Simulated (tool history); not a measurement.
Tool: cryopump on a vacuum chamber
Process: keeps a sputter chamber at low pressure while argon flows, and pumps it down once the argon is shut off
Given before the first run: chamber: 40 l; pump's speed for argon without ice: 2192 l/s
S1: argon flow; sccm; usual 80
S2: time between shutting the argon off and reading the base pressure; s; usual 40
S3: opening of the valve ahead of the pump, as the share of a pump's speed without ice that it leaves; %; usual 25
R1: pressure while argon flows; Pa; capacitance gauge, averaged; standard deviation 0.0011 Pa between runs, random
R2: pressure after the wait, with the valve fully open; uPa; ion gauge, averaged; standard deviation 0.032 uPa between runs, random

Run 1, hour 0: usual settings. Result: R1 0.2484 Pa, R2 1.74 uPa.
Run 2, hour 97.8: usual settings but S1 148 sccm. Result: R1 0.4638 Pa, R2 1.83 uPa.
Run 3, hour 190.6: usual settings but S2 55 s. Result: R1 0.2519 Pa, R2 1.41 uPa.
Run 4, hour 285: usual settings but S2 133 s. Result: R1 0.2574 Pa, R2 0.84 uPa.
Run 5, hour 339.2: usual settings but S2 133 s. Result: R1 0.2589 Pa, R2 0.86 uPa.
Run 6, hour 430.9: usual settings but S2 133 s. Result: R1 0.261 Pa, R2 0.85 uPa.
Run 7, hour 507.7: usual settings but S2 133 s. Result: R1 0.2632 Pa, R2 0.89 uPa.
Run 8, hour 574.4: usual settings but S2 133 s. Result: R1 0.2688 Pa, R2 0.94 uPa.
Run 9, hour 652.4: usual settings. Result: R1 0.2695 Pa, R2 1.99 uPa.
Run 10, hour 732.6: usual settings. Result: R1 0.2734 Pa, R2 2.09 uPa.
Run 11, hour 805.5: usual settings. Result: R1 0.2798 Pa, R2 2.12 uPa.
At hour 853.7: pump warmed up, emptied and cooled again.
Run 12, hour 865.1: usual settings. Result: R1 0.2488 Pa, R2 1.9 uPa.
Run 13, hour 942.8: usual settings. Result: R1 0.2495 Pa, R2 1.95 uPa.
Run 14, hour 1012.5: usual settings. Result: R1 0.2521 Pa, R2 2.06 uPa.
Run 15, hour 1114.4: usual settings. Result: R1 0.257 Pa, R2 1.96 uPa.
Run 16, hour 1238.1: usual settings. Result: R1 0.2591 Pa, R2 2.14 uPa.
Run 17, hour 1298.8: usual settings. Result: R1 0.2614 Pa, R2 2.15 uPa.
Run 18, hour 1391.4: usual settings but S2 81 s, S3 22 %. Result: R1 0.2979 Pa, R2 1.43 uPa.
Run 19, hour 1452.7: usual settings but S1 57 sccm. Result: R1 0.1896 Pa, R2 2.27 uPa.
Run 20, hour 1559.1: usual settings but S1 35 sccm, S2 27 s. Result: R1 0.1204 Pa, R2 2.99 uPa.
Run 21, hour 1674.4: usual settings but S1 73 sccm, S2 93 s. Result: R1 0.2527 Pa, R2 1.46 uPa.
At hour 1710.4: pump warmed up, emptied and cooled again.
Run 22, hour 1781.9: usual settings but S1 73 sccm, S2 93 s. Result: R1 0.2295 Pa, R2 1.24 uPa.
Run 23, hour 1862: usual settings but S1 63 sccm, S2 21 s, S3 17 %. Result: R1 0.2893 Pa, R2 3.46 uPa.
Run 24, hour 1941.5: usual settings but S1 63 sccm, S2 21 s, S3 17 %. Result: R1 0.2912 Pa, R2 3.49 uPa.
Run 25, hour 2063.8: usual settings but S1 63 sccm, S2 43 s, S3 18 %. Result: R1 0.2798 Pa, R2 2.2 uPa.
Run 26, hour 2122.3: usual settings but S1 63 sccm, S2 43 s, S3 18 %. Result: R1 0.2817 Pa, R2 2.24 uPa.
Run 27, hour 2220.8: usual settings but S2 136 s, S3 58 %. Result: R1 0.1241 Pa, R2 1.28 uPa.
Run 28, hour 2330.4: usual settings but S1 126 sccm, S2 24 s, S3 44 %. Result: R1 0.2552 Pa, R2 3.47 uPa.
Run 29, hour 2432.6: usual settings but S1 75 sccm, S2 138 s, S3 19 %. Result: R1 0.3295 Pa, R2 1.39 uPa.
Run 30, hour 2546.2: usual settings but S1 75 sccm, S2 138 s, S3 19 %. Result: R1 0.3346 Pa, R2 1.62 uPa.
At hour 2569: pump warmed up, emptied and cooled again.
Run 31, hour 2669.3: usual settings but S2 58 s, S3 37 %. Result: R1 0.1722 Pa, R2 1.81 uPa.
Run 32, hour 2757: usual settings but S1 91 sccm, S2 52 s, S3 55 %. Result: R1 0.1346 Pa, R2 1.98 uPa.

Run 33, settings as shown, results not yet in. Your forecast:
Run 33, hour 2865.7: usual settings but S1 91 sccm, S2 52 s, S3 55 %. Result: R1 ?, R2 ?.

{"run 33": {"R1": 0.1385, "R2": 2.05}}
With the hidden condition absent and the run-to-run variation left alone, this run would have shown R1 0.1269 Pa, R2 1.27 uPa.
